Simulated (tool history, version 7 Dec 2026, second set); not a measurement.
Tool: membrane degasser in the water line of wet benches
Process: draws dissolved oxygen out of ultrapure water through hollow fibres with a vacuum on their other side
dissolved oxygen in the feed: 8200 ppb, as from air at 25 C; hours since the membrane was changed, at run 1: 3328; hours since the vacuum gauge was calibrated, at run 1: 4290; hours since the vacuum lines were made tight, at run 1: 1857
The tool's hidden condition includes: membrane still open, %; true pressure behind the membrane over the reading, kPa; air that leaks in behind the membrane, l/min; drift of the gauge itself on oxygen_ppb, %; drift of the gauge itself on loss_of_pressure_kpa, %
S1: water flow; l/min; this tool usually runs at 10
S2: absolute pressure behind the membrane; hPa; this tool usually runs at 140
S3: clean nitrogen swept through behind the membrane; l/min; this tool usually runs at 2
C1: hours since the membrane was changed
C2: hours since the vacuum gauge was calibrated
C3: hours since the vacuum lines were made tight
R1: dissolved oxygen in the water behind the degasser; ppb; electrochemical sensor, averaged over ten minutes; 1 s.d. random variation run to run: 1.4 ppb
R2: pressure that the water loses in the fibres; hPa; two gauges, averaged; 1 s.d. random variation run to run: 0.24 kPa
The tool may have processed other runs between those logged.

{"run": 1, "hour": 0.0, "S1": 10, "S2": 140, "S3": 2, "C1": 3328, "C2": 4290, "C3": 1857, "R1": 143.4, "R2": 639.5}
{"run": 2, "hour": 99.2, "S1": 10, "S2": 140, "S3": 2, "C1": 3427, "C2": 4389, "C3": 1956, "R1": 142, "R2": 647.4}
{"run": 3, "hour": 146.8, "S1": 8, "S2": 140, "S3": 2, "C1": 3474, "C2": 4437, "C3": 2003, "R1": 115.6, "R2": 514.6}
{"run": 4, "hour": 219.2, "S1": 10, "S2": 143, "S3": 2, "C1": 3547, "C2": 4509, "C3": 2076, "R1": 145.8, "R2": 643.1}
{"run": 5, "hour": 325.4, "S1": 10, "S2": 143, "S3": 2, "C1": 3653, "C2": 4615, "C3": 2182, "R1": 148.6, "R2": 643.3}
{"run": 6, "hour": 410.4, "S1": 12, "S2": 140, "S3": 2, "C1": 3738, "C2": 4700, "C3": 2267, "R1": 170.1, "R2": 774.2}
{"run": 7, "hour": 506.9, "S1": 10, "S2": 140, "S3": 2, "C1": 3834, "C2": 4797, "C3": 2363, "R1": 143.5, "R2": 648.4}
{"run": 8, "hour": 604.8, "S1": 10, "S2": 126, "S3": 2, "C1": 3932, "C2": 4895, "C3": 2461, "R1": 129, "R2": 646.1}
{"run": 9, "hour": 671.1, "S1": 10, "S2": 126, "S3": 2, "C1": 3999, "C2": 4961, "C3": 2528, "R1": 129.3, "R2": 649.8}
{"run": 10, "hour": 729.4, "S1": 10, "S2": 126, "S3": 2, "C1": 4057, "C2": 5019, "C3": 2586, "R1": 129.6, "R2": 651.5}
{"run": 11, "hour": 779.8, "S1": 10, "S2": 126, "S3": 2, "C1": 4107, "C2": 5070, "C3": 2636, "R1": 130.1, "R2": 646.3}
{"run": 12, "hour": 827.7, "S1": 10, "S2": 126, "S3": 2, "C1": 4155, "C2": 5118, "C3": 2684, "R1": 129.9, "R2": 649.1}
{"run": 13, "hour": 924.1, "S1": 10, "S2": 126, "S3": 2, "C1": 4252, "C2": 5214, "C3": 2781, "R1": 130.5, "R2": 649.5}
{"run": 14, "hour": 1013.0, "S1": 14, "S2": 122, "S3": 2, "C1": 4341, "C2": 5303, "C3": 2870, "R1": 176, "R2": 913.7}
{"run": 15, "hour": 1087.0, "S1": 14, "S2": 122, "S3": 2, "C1": 4414, "C2": 5377, "C3": 2943, "R1": 177, "R2": 914.5}
{"run": 16, "hour": 1136.1, "S1": 10, "S2": 140, "S3": 1.79, "C1": 4464, "C2": 5426, "C3": 2993, "R1": 161.9, "R2": 655.1}
{"run": 17, "hour": 1219.2, "S1": 12, "S2": 166, "S3": 0.92, "C1": 4547, "C2": 5509, "C3": 3076, "R1": 420.6, "R2": 785.8}
{"hour": 1228.7, "done": "vacuum gauge calibrated"}
{"run": 18, "hour": 1279.8, "S1": 8, "S2": 119, "S3": 1.53, "C1": 4607, "C2": 51, "C3": 3136, "R1": 129.8, "R2": 525.4}
{"run": 19, "hour": 1374.2, "S1": 10, "S2": 283, "S3": 4.98, "C1": 4701, "C2": 145, "C3": 3230, "R1": 140.3, "R2": 654.8}
{"run": 20, "hour": 1456.3, "S1": 10, "S2": 96, "S3": 5.62, "C1": 4783, "C2": 228, "C3": 3312, "R1": 38.5, "R2": 658.1}
{"run": 21, "hour": 1545.9, "S1": 10, "S2": 96, "S3": 5.62, "C1": 4873, "C2": 317, "C3": 3402, "R1": 38.5, "R2": 655.3}
{"run": 22, "hour": 1627.4, "S1": 10, "S2": 125, "S3": 0.88, "C1": 4954, "C2": 399, "C3": 3483, "R1": 272.4, "R2": 660.4}
{"run": 23, "hour": 1739.3, "S1": 10, "S2": 125, "S3": 0.88, "C1": 5066, "C2": 511, "C3": 3595, "R1": 278.2, "R2": 654.5}
{"hour": 1745.9, "done": "vacuum gauge calibrated, once more"}
{"run": 24, "hour": 1834.7, "S1": 10, "S2": 125, "S3": 0.88, "C1": 5161, "C2": 89, "C3": 3690, "R1": 260.1, "R2": 660.3}
{"run": 25, "hour": 1899.8, "S1": 15, "S2": 209, "S3": 5.99, "C1": 5226, "C2": 154, "C3": 3755, "R1": 132.9, "R2": 996.8}

4 options for the next run, each taken on its own from the tool as it stands now. Forecast them:
{"run": "A", "hour": 1987.1, "S1": 10, "S2": 128, "S3": 4.82, "C1": 5314, "C2": 241, "C3": 3843, "R1": "?", "R2": "?"}
{"run": "B", "hour": 1987.1, "S1": 9, "S2": 103, "S3": 1.62, "C1": 5314, "C2": 241, "C3": 3843, "R1": "?", "R2": "?"}
{"run": "C", "hour": 1987.1, "S1": 9, "S2": 106, "S3": 4.19, "C1": 5314, "C2": 241, "C3": 3843, "R1": "?", "R2": "?"}
{"run": "D", "hour": 1987.1, "S1": 13, "S2": 225, "S3": 5.64, "C1": 5314, "C2": 241, "C3": 3843, "R1": "?", "R2": "?"}

run=A R1=56.9 R2=662.5
run=B R1=106.5 R2=593.2
run=C R1=47.2 R2=593.8
run=D R1=128.8 R2=857.8
The same runs, with their run-to-run variation unchanged, on a tool lacking any hidden condition would have given:
run=A R1=50.6 R2=614.2
run=B R1=96.8 R2=550
run=C R1=41.8 R2=550.5
run=D R1=116.5 R2=795.3

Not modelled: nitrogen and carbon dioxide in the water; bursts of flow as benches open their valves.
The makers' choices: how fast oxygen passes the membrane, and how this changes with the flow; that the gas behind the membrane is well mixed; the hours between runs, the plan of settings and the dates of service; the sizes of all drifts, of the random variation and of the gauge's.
